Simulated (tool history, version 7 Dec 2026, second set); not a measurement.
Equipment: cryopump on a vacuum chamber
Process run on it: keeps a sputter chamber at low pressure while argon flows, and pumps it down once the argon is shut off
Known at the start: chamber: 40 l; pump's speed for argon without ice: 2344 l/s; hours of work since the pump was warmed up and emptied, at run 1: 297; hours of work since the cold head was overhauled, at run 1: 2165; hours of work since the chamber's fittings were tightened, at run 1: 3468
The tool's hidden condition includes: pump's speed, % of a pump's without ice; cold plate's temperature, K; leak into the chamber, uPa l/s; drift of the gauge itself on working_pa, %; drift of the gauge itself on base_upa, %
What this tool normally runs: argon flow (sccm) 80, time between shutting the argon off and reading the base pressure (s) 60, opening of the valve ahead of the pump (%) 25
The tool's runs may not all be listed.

run,hour,argon flow (sccm),time between shutting the argon off and reading the base pressure (s),opening of the valve ahead of the pump (%),hours of work since the pump was warmed up and emptied,hours of work since the cold head was overhauled,hours of work since the chamber's fittings were tightened,pressure while argon flows (Pa),pressure after the wait (uPa)
1,0.0,80,60,25,297,2165,3468,0.2383,1.58
2,79.3,80,60,25,337,2204,3508,0.2412,1.72
3,164.4,80,60,25,380,2247,3551,0.2407,1.66
4,215.0,41,60,25,405,2272,3576,0.1242,1.63
5,271.4,46,60,25,433,2301,3604,0.1411,1.74
6,349.0,46,60,25,472,2339,3643,0.1423,1.79
7,425.2,46,60,25,510,2378,3681,0.1424,1.81
8,519.3,80,60,25,557,2425,3728,0.2487,1.87
9,632.3,80,60,25,614,2481,3785,0.2533,1.92
10,746.6,80,60,25,671,2538,3842,0.2537,1.94
11,857.3,80,60,25,726,2594,3897,0.2539,2.00
12,924.0,80,60,25,760,2627,3931,0.2548,2.04
# hour 1019.7: leaking fittings of the chamber tightened, without venting
13,1035.2,80,60,25,814,2682,8,0.2577,0.81
14,1146.1,80,60,25,870,2737,63,0.2635,0.82
# hour 1245.4: pump warmed up, emptied and cooled again
15,1251.8,80,125,25,3,2788,114,0.2327,0.45
16,1317.2,80,125,25,36,2820,146,0.2330,0.46
17,1384.1,80,125,25,69,2854,180,0.2356,0.49
18,1490.8,34,298,27,123,2907,233,0.0932,0.31
19,1605.8,34,298,27,180,2965,291,0.0926,0.35
20,1708.8,34,298,27,232,3016,342,0.0941,0.35
21,1777.8,38,60,25,266,3051,377,0.1137,0.83
22,1871.8,107,56,44,313,3098,424,0.1896,0.94
23,1939.9,107,56,44,347,3132,458,0.1929,0.96
24,2008.7,128,60,21,382,3166,492,0.4586,0.95
25,2057.4,80,60,16,406,3191,517,0.3747,0.84
26,2118.8,41,46,27,437,3221,547,0.1170,1.09
27,2226.9,34,46,27,491,3276,602,0.0981,1.11
28,2291.3,34,46,27,523,3308,634,0.0974,1.12
29,2401.1,78,27,16,578,3363,689,0.3728,1.69
30,2449.9,78,27,16,603,3387,713,0.3725,1.72
31,2505.6,78,27,16,631,3415,741,0.3748,1.76
32,2560.2,85,161,46,658,3442,768,0.1574,0.63
33,2671.3,98,188,18,713,3498,824,0.4253,0.69

For each entry between runs, how does the tool's hidden state at the last listed run before it compare with that at the first listed run after it?
In the gap between runs 12 and 13: leaking fittings of the chamber tightened, without venting (hour 1019.7)
  pump's speed, % of a pump's without ice: 71 -> 68.9; cold plate's temperature, K: 13.45 -> 13.48; leak into the chamber, uPa l/s: 2389 -> 364
  measured result minus the result with no hidden state, pressure while argon flows (Pa): +0.0259 -> +0.0284; pressure after the wait (uPa): +1.34 -> +0.11
In the gap between runs 14 and 15: pump warmed up, emptied and cooled again (hour 1245.4)
  pump's speed, % of a pump's without ice: 66.8 -> 99.6; cold plate's temperature, K: 13.51 -> 13.54; leak into the chamber, uPa l/s: 393 -> 422
  measured result minus the result with no hidden state, pressure while argon flows (Pa): +0.0314 -> +0.0020; pressure after the wait (uPa): +0.13 -> +0.05

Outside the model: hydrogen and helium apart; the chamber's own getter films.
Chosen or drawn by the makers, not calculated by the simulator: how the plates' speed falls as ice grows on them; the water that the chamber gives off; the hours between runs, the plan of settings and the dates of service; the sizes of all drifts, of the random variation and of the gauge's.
